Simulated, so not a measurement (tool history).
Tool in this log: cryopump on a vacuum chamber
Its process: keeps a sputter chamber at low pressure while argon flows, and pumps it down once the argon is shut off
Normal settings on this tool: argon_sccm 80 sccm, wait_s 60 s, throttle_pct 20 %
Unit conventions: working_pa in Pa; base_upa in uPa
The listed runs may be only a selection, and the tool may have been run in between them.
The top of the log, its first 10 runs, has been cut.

run,hour,argon_sccm,wait_s,throttle_pct,hours of work since the pump was warmed up and emptied,hours of work since the cold head was overhauled,hours of work since the chamber's fittings were tightened,working_pa,base_upa
11,949.5,90,60,20,318,1652,364,0.8383,3.53
12,1024.0,80,60,33,355,1690,402,0.4666,3.61
13,1104.7,80,60,33,396,1731,443,0.4699,3.88
# hour 1133.4: pump warmed up, emptied and cooled again
14,1197.2,80,60,33,32,1776,487,0.4336,3.60
15,1287.7,80,60,20,78,1822,533,0.7204,3.70
16,1372.5,80,60,20,121,1865,576,0.7303,3.77
17,1437.1,80,60,20,154,1897,609,0.7296,3.92
18,1547.5,80,60,20,210,1953,665,0.7375,4.11
19,1645.9,94,43,20,260,2003,715,0.8622,5.13
20,1724.2,39,43,58,300,2043,754,0.1345,5.25
21,1832.3,39,43,58,355,2098,809,0.1356,5.41
22,1915.5,104,156,15,397,2140,851,1.2769,3.26
# hour 1943.0: pump warmed up, emptied and cooled again
23,1996.6,76,39,25,27,2179,890,0.5460,5.73
24,2063.9,76,39,25,61,2213,924,0.5460,5.76
25,2132.4,76,33,53,96,2247,959,0.2644,6.25
26,2196.4,126,21,16,129,2280,991,1.4146,9.23
27,2249.0,126,21,16,155,2307,1018,1.4198,9.18
28,2353.4,33,60,39,208,2360,1071,0.1590,4.95
29,2409.6,33,117,29,237,2388,1100,0.2111,3.94
# hour 2503.0: leaking fittings of the chamber tightened, without venting
30,2514.4,106,27,37,289,2440,6,0.5459,5.49
31,2563.5,149,170,16,314,2465,31,1.7086,1.28
32,2664.1,149,170,16,365,2516,82,1.7261,1.42
# hour 2751.3: pump warmed up, emptied and cooled again
33,2751.3,80,25,20,0,2558,123,0.7162,6.13
34,2845.9,157,25,18,48,2606,171,1.5718,6.34
35,2897.5,81,234,48,74,2632,198,0.3109,1.33

Alternative continuations, all from the tool just after run 35; predict every row:
A,2975.1,138,279,20,114,2671,237,?,?
B,2975.1,81,234,18,114,2671,237,?,?
C,2975.1,54,176,20,114,2671,237,?,?

run,working_pa,base_upa
A,1.2483,1.35
B,0.8147,1.44
C,0.4870,1.66
What these runs would have given with no unlogged condition in the tool:
run,working_pa,base_upa
A,1.2257,0.82
B,0.8014,0.92
C,0.4782,1.14

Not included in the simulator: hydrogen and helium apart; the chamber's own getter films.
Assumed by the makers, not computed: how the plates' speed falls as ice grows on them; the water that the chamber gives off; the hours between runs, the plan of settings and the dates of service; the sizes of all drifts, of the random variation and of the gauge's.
